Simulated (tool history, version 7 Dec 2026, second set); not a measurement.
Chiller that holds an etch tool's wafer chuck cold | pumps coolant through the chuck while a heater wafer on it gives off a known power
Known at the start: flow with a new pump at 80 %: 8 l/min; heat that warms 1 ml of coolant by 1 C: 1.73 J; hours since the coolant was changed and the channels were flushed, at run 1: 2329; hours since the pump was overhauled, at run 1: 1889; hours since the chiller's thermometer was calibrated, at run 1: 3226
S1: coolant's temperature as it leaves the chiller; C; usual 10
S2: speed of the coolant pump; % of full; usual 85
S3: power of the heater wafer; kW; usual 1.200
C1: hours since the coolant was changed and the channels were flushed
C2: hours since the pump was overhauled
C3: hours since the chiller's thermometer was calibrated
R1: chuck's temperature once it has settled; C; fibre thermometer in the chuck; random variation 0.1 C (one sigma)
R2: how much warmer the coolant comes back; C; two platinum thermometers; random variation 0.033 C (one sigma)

run,hour,S1,S2,S3,C1,C2,C3,R1,R2
1,0.0,10,85,1.200,2329,1889,3226,24.0,5.16
2,51.3,10,93,1.200,2381,1940,3277,23.2,4.62
3,78.6,10,93,1.200,2408,1968,3305,23.1,4.68
4,103.0,16,85,1.200,2432,1992,3329,30.1,5.13
5,146.7,6,85,1.200,2476,2036,3373,20.2,5.16
6,186.9,6,85,1.200,2516,2076,3413,19.9,5.15
7,226.6,6,85,1.200,2556,2116,3453,20.1,5.16
8,272.3,6,85,1.200,2602,2161,3498,20.0,5.19
9,324.8,6,85,1.200,2654,2214,3551,20.2,5.19
10,373.1,6,85,1.200,2702,2262,3599,20.2,5.16
11,402.3,1,85,1.200,2732,2291,3628,15.1,5.19
12,450.9,1,85,1.200,2780,2340,3677,15.0,5.20
13,480.2,1,85,1.200,2810,2369,3706,15.1,5.15
14,517.8,1,85,1.200,2847,2407,3744,15.2,5.24
15,545.2,1,85,1.200,2874,2434,3771,14.9,5.18
16,583.9,10,93,1.200,2913,2473,3810,23.2,4.73
17,612.0,10,93,1.200,2941,2501,3838,23.5,4.72
18,642.9,10,93,1.200,2972,2532,3869,23.4,4.71
19,675.0,7,85,1.111,3004,2564,3901,20.1,4.82
20,697.6,7,85,1.111,3027,2587,3924,20.2,4.85
21,752.9,15,64,1.111,3082,2642,3979,30.9,6.72
22,779.1,12,65,1.200,3108,2668,4005,29.2,7.22
23,806.1,12,67,0.891,3135,2695,4032,24.3,5.08
24,834.5,10,77,1.385,3164,2723,4061,27.5,6.77

The same runs without the tool's hidden state, with the same run-to-run variation:
The hidden state here: heat passed by the chuck's channels, % of clean ones'; flow at a given pump speed, % of a new pump's; coolant's true temperature over the reading, C; drift of the gauge itself on chuck_c, C; drift of the gauge itself on warmer_back_c, C.
run,R1,R2
1,23.2,4.89
2,22.4,4.38
3,22.3,4.42
4,29.2,4.84
5,19.3,4.86
6,19.0,4.85
7,19.1,4.86
8,19.1,4.88
9,19.2,4.87
10,19.2,4.83
11,14.1,4.86
12,14.0,4.86
13,14.0,4.80
14,14.1,4.89
15,13.8,4.82
16,22.2,4.40
17,22.5,4.39
18,22.4,4.37
19,19.1,4.47
20,19.2,4.49
21,29.6,6.23
22,27.8,6.69
23,23.4,4.70
24,26.1,6.25
